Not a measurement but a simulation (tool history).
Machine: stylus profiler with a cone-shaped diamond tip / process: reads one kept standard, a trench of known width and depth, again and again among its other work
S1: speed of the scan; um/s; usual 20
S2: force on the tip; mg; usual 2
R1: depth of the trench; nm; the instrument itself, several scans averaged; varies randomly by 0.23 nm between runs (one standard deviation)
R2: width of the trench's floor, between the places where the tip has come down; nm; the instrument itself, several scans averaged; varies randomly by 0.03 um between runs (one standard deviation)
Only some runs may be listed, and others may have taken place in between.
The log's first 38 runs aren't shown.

run    hour  S1    S2       R1     R2
 39   826.3  10  5.66  1027.81  95820
 40   846.2  28   2.1  1012.83  95650
 41   862.8   9  1.19     1008  95750
 42   894.8  20  1.59  1010.28  95710
 43     915   6  3.72  1020.12  95730
 44   943.1  50     5   1024.9  95640
 45     975  10  1.98  1012.01  95740
 46  1005.7  49     2  1012.18  95490

Consider 3 possible next runs. They are alternatives, not a sequence: every one starts from the tool as it was left by run 46. What does each give?
  A  1026.7  49  3.45   ?   ?
  B  1026.7   7     2   ?   ?
  C  1026.7  16  1.94   ?   ?

run       R1     R2
  A  1018.52  95540
  B  1011.75  95720
  C  1011.62  95610
Take away the tool's hidden state, keep each run's random variation, and the runs would have read:
run       R1     R2
  A  1021.41  96320
  B  1014.62  96500
  C  1014.48  96390

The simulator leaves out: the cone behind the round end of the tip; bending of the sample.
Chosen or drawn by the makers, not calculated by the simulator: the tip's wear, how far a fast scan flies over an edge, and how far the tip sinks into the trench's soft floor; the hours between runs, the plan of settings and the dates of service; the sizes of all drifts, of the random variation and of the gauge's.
